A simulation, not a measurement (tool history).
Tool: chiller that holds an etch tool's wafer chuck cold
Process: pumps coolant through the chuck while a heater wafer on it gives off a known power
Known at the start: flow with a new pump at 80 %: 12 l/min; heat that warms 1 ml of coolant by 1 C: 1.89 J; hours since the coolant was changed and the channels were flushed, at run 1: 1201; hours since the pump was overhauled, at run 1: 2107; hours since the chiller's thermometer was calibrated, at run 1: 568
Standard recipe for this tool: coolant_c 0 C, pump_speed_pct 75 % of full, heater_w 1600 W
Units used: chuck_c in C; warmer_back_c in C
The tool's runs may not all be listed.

run     day  coolant_c  pump_speed_pct  heater_w  hours since the coolant was changed and the channels were flushed  hours since the pump was overhauled  hours since the chiller's thermometer was calibrated  chuck_c  warmer_back_c
  1   0.000          0              75      1600                                                               1201                                 2107                                                   568     17.0           4.53
  2   3.938          0              75      2354                                                               1295                                 2202                                                   663     24.8           6.68
  3   6.958         -6              75      1600                                                               1368                                 2274                                                   735     11.0           4.52
  4   9.200         -6              75      1600                                                               1421                                 2328                                                   789     11.0           4.46
  5  12.938          0              65      1600                                                               1511                                 2418                                                   879     19.1           5.20
  6  14.742          0              65      1600                                                               1554                                 2461                                                   922     19.1           5.24
  7  17.575          0              83      1600                                                               1622                                 2529                                                   990     15.7           3.88
  8  21.246          0              75      1600                                                               1711                                 2617                                                  1078     16.9           4.33
  9  23.762          0              75       809                                                               1771                                 2677                                                  1138      8.7           2.06
 10  26.742          0              79      1600                                                               1842                                 2749                                                  1210     16.3           3.99
 11  29.925          0              79      1600                                                               1919                                 2825                                                  1286     16.2           4.00
 12  32.533          0              75      1600                                                               1981                                 2888                                                  1349     17.1           4.23
 13  34.342          0              75      1600                                                               2025                                 2931                                                  1392     17.0           4.19
 14  36.808          0              75      1600                                                               2084                                 2991                                                  1452     16.7           4.14
 15  40.250          0              75      1600                                                               2167                                 3073                                                  1534     17.0           4.16
 16  43.529          0              75      1600                                                               2245                                 3152                                                  1613     17.1           4.15
 17  46.979         -3              75      1910                                                               2328                                 3235                                                  1696     17.2           4.99
     49.375  -- gauge calibrated
 18  49.408         -3              75      1910                                                               2386                                 3293                                                  1754     17.2           5.41
 19  52.242         -6              96      1531                                                               2454                                 3361                                                  1822      7.5           3.24
 20  54.662         -6              96      1531                                                               2513                                 3419                                                  1880      7.4           3.26
 21  57.412          6              85      2301                                                               2579                                 3485                                                  1946     28.0           5.63
 22  61.225          6              85      2301                                                               2670                                 3576                                                  2038     28.1           5.53
 23  64.583          9              83      1986                                                               2751                                 3657                                                  2118     28.6           4.90
 24  67.588          9              75      1057                                                               2823                                 3729                                                  2190     20.1           2.80
 25  69.229          3              70      1057                                                               2862                                 3769                                                  2230     14.9           3.05
 26  72.162          3              70      1057                                                               2933                                 3839                                                  2300     14.8           3.04
 27  76.158          3              70      1057                                                               3028                                 3935                                                  2396     14.8           2.97
 28  78.667          3              70      1057                                                               3089                                 3995                                                  2456     14.7           2.92
 29  80.667          3              70      1057                                                               3137                                 4043                                                  2504     14.9           2.90
 30  84.238          3              78      1469                                                               3222                                 4129                                                  2590     18.1           3.68
 31  86.946          3              78      1469                                                               3287                                 4194                                                  2655     18.0           3.66

Table of differences, measured result less the result of that run with no hidden state. Run-to-run variation is the same in both. Gauge scatter possibly is not:
The hidden state here: heat passed by the chuck's channels, % of clean ones'; flow at a given pump speed, % of a new pump's; coolant's true temperature over the reading, C; drift of the gauge itself on chuck_c, C; drift of the gauge itself on warmer_back_c, C.
run  warmer_back_c
  1          +0.00
  2          -0.04
  3          -0.07
  4          -0.09
  5          -0.13
  6          -0.15
  7          -0.17
  8          -0.22
  9          -0.23
 10          -0.27
 11          -0.30
 12          -0.33
 13          -0.34
 14          -0.36
 15          -0.40
 16          -0.43
 17          -0.47
 18          +0.01
 19          -0.03
 20          -0.06
 21          -0.07
 22          -0.11
 23          -0.15
 24          -0.18
 25          -0.20
 26          -0.23
 27          -0.27
 28          -0.29
 29          -0.31
 30          -0.34
 31          -0.37
chuck_c: at most 0.1 C away from the measurement, every run.
